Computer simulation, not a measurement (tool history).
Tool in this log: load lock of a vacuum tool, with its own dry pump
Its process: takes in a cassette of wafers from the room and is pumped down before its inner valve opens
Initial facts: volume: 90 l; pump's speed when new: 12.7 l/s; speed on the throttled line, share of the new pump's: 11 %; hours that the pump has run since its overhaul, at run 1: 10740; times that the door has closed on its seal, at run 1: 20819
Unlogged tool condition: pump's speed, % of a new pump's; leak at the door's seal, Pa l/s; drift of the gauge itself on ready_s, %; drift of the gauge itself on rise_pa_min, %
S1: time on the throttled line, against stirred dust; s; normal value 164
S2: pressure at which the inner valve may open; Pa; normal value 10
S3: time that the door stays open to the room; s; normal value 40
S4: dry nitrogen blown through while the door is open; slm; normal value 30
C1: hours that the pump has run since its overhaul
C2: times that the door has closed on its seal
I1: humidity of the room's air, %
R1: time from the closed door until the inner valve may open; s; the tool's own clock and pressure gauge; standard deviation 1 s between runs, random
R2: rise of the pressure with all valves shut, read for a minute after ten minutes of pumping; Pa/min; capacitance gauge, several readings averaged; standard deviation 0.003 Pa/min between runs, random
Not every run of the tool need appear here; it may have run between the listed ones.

Run 1, hour 0: usual settings; C1 10740; C2 20819; I1 46.2. Result: R1 214.4 s, R2 0.017 Pa/min.
Run 2, hour 320.4: usual settings; C1 11061; C2 21939; I1 44.6. Result: R1 212.7 s, R2 0.02 Pa/min.
Run 3, hour 558.1: usual settings; C1 11298; C2 22771; I1 46.3. Result: R1 212.8 s, R2 0.016 Pa/min.
Run 4, hour 805.6: usual settings; C1 11546; C2 23636; I1 44.3. Result: R1 212.5 s, R2 0.013 Pa/min.
Run 5, hour 961.9: usual settings but S4 34 slm; C1 11702; C2 24183; I1 49.7. Result: R1 211.4 s, R2 0.016 Pa/min.
Run 6, hour 1348: usual settings but S4 34 slm; C1 12088; C2 25533; I1 44.9. Result: R1 210.4 s, R2 0.015 Pa/min.
Run 7, hour 1662.9: usual settings; C1 12403; C2 26635; I1 44.9. Result: R1 213.4 s, R2 0.019 Pa/min.
Run 8, hour 1898: usual settings; C1 12638; C2 27457; I1 43.4. Result: R1 213.3 s, R2 0.019 Pa/min.
Run 9, hour 2260.8: usual settings but S4 11 slm; C1 13001; C2 28725; I1 44.3. Result: R1 211.5 s, R2 0.024 Pa/min.
Run 10, hour 2477.6: usual settings but S1 288 s, S4 11 slm; C1 13218; C2 29484; I1 43.3. Result: R1 323 s, R2 0.024 Pa/min.
Run 11, hour 2743.3: usual settings but S1 288 s, S4 11 slm; C1 13483; C2 30413; I1 43.7. Result: R1 323.7 s, R2 0.021 Pa/min.
Run 12, hour 3004.9: usual settings but S1 288 s, S4 11 slm; C1 13745; C2 31328; I1 45. Result: R1 322.3 s, R2 0.027 Pa/min.
Run 13, hour 3297.1: usual settings but S1 288 s, S4 11 slm; C1 14037; C2 32350; I1 43.8. Result: R1 324.3 s, R2 0.025 Pa/min.
Run 14, hour 3611: usual settings but S1 288 s, S4 11 slm; C1 14351; C2 33448; I1 47.1. Result: R1 322.7 s, R2 0.025 Pa/min.
Run 15, hour 3842: usual settings but S2 9 Pa; C1 14582; C2 34256; I1 44.9. Result: R1 211.1 s, R2 0.013 Pa/min.
Run 16, hour 4090.2: usual settings but S1 88 s, S2 17 Pa, S3 105 s; C1 14830; C2 35124; I1 46.2. Result: R1 140.7 s, R2 0.036 Pa/min.
Run 17, hour 4282.6: usual settings but S1 88 s, S2 16 Pa, S3 45 s, S4 6 slm; C1 15023; C2 35797; I1 43.3. Result: R1 141.1 s, R2 0.031 Pa/min.
Run 18, hour 4622.4: usual settings but S1 88 s, S2 16 Pa, S3 45 s, S4 6 slm; C1 15363; C2 36985; I1 44.3. Result: R1 140.5 s, R2 0.026 Pa/min.
Run 19, hour 4863.5: usual settings but S2 18 Pa, S4 12 slm; C1 15604; C2 37828; I1 46. Result: R1 207.6 s, R2 0.026 Pa/min.
Run 20, hour 5108.7: usual settings but S2 12 Pa; C1 15849; C2 38686; I1 45.1. Result: R1 213.6 s, R2 0.015 Pa/min.
Run 21, hour 5318.4: usual settings but S2 12 Pa; C1 16059; C2 39419; I1 42.9. Result: R1 211.4 s, R2 0.019 Pa/min.
Run 22, hour 5685.1: usual settings but S2 8 Pa, S4 9 slm; C1 16425; C2 40702; I1 42.7. Result: R1 216 s, R2 0.024 Pa/min.
Run 23, hour 5905.8: usual settings but S1 189 s, S3 52 s, S4 29 slm; C1 16646; C2 41474; I1 42.6. Result: R1 234.6 s, R2 0.019 Pa/min.

Run 24, settings as shown, results not yet in. Your forecast:
Run 24, hour 6235.7: usual settings but S1 189 s, S3 52 s, S4 29 slm; C1 16976; C2 42628; I1 45.6. Result: R1 ?, R2 ?.

Logged for run 24: R1 233.3 s, R2 0.021 Pa/min.
Without the tool's hidden state the same run would have given R1 233.2 s, R2 0.019 Pa/min.

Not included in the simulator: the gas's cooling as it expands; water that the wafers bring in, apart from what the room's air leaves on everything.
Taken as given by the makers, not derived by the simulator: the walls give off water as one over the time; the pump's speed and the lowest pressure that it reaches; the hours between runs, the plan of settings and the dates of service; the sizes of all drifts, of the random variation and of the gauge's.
